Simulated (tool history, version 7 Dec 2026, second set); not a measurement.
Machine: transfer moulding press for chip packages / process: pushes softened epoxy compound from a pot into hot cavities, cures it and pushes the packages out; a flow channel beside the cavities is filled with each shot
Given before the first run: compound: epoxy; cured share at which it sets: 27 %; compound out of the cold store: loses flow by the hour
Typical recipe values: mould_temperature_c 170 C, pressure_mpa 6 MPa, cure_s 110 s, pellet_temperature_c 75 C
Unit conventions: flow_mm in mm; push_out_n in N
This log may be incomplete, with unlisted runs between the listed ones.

| run | day | mould_temperature_c | pressure_mpa | cure_s | pellet_temperature_c | incoming compound's hours out of the cold store | flow_mm | push_out_n |
|---|---|---|---|---|---|---|---|---|
| 1 | 0 | 170 | 6 | 110 | 75 | 37.5 | 481 | 684 |
|  | 0.321 | plunger's sealing rings changed |
| 2 | 0.425 | 170 | 6 | 110 | 75 | 36.7 | 505 | 718 |
| 3 | 0.608 | 170 | 6 | 110 | 75 | 47.3 | 470 | 725 |
|  | 0.9 | cavities cleaned with cleaning compound and waxed |
| 4 | 0.979 | 170 | 6 | 110 | 75 | 34.2 | 510 | 453 |
| 5 | 1.279 | 170 | 6 | 110 | 75 | 29.4 | 526 | 485 |
| 6 | 1.667 | 170 | 7.34 | 110 | 75 | 35 | 563 | 543 |
| 7 | 1.942 | 170 | 7.34 | 110 | 75 | 47.9 | 520 | 564 |
| 8 | 2.208 | 170 | 6 | 110 | 74 | 32.2 | 520 | 608 |
| 9 | 2.596 | 170 | 4.84 | 110 | 74 | 27.8 | 480 | 629 |
| 10 | 2.783 | 170 | 4.84 | 110 | 74 | 44.7 | 423 | 615 |
| 11 | 3.062 | 170 | 6.88 | 110 | 75 | 17.8 | 610 | 687 |
| 12 | 3.296 | 170 | 6.88 | 110 | 75 | 39.5 | 531 | 678 |
| 13 | 3.479 | 170 | 6.88 | 110 | 75 | 46.1 | 508 | 680 |
| 14 | 3.717 | 170 | 5.52 | 117 | 72 | 37.6 | 481 | 694 |
| 15 | 4.104 | 170 | 5.52 | 117 | 72 | 47.9 | 444 | 686 |
|  | 4.354 | cavities cleaned with cleaning compound and waxed |
| 16 | 4.388 | 165 | 4.55 | 118 | 74 | 10.6 | 524 | 503 |
| 17 | 4.733 | 168 | 5.99 | 127 | 82 | 12.7 | 590 | 463 |
| 18 | 4.929 | 168 | 5.99 | 127 | 82 | 8.4 | 608 | 516 |
| 19 | 5.312 | 172 | 6 | 110 | 75 | 24.5 | 544 | 552 |
| 20 | 5.562 | 170 | 6 | 147 | 75 | 27.7 | 532 | 555 |
| 21 | 5.788 | 166 | 6 | 109 | 66 | 25.4 | 543 | 710 |
| 22 | 6.162 | 170 | 6.98 | 138 | 79 | 18.5 | 607 | 594 |
| 23 | 6.392 | 170 | 6.98 | 138 | 79 | 37.3 | 538 | 614 |
| 24 | 6.642 | 165 | 6.98 | 95 | 79 | 24.9 | 586 | 1017 |
| 25 | 7.046 | 165 | 6.98 | 95 | 79 | 35 | 548 | 1000 |
| 26 | 7.354 | 165 | 7.14 | 95 | 79 | 47.4 | 514 | 995 |

4 options for the next run, each taken on its own from the tool as it stands now. Forecast them:
| A | 7.596 | 165 | 7.14 | 130 | 79 | 17.7 | ? | ? |
| B | 7.596 | 167 | 6 | 110 | 75 | 34.8 | ? | ? |
| C | 7.596 | 164 | 5.29 | 126 | 79 | 27.9 | ? | ? |
| D | 7.596 | 170 | 6 | 117 | 66 | 27.4 | ? | ? |

| run | flow_mm | push_out_n |
|---|---|---|
| A | 617 | 744 |
| B | 507 | 795 |
| C | 503 | 761 |
| D | 530 | 706 |
The same runs, with their run-to-run variation unchanged, on a tool lacking any hidden condition would have given:
| run | flow_mm | push_out_n |
|---|---|---|
| A | 628 | 446 |
| B | 515 | 474 |
| C | 512 | 454 |
| D | 538 | 427 |

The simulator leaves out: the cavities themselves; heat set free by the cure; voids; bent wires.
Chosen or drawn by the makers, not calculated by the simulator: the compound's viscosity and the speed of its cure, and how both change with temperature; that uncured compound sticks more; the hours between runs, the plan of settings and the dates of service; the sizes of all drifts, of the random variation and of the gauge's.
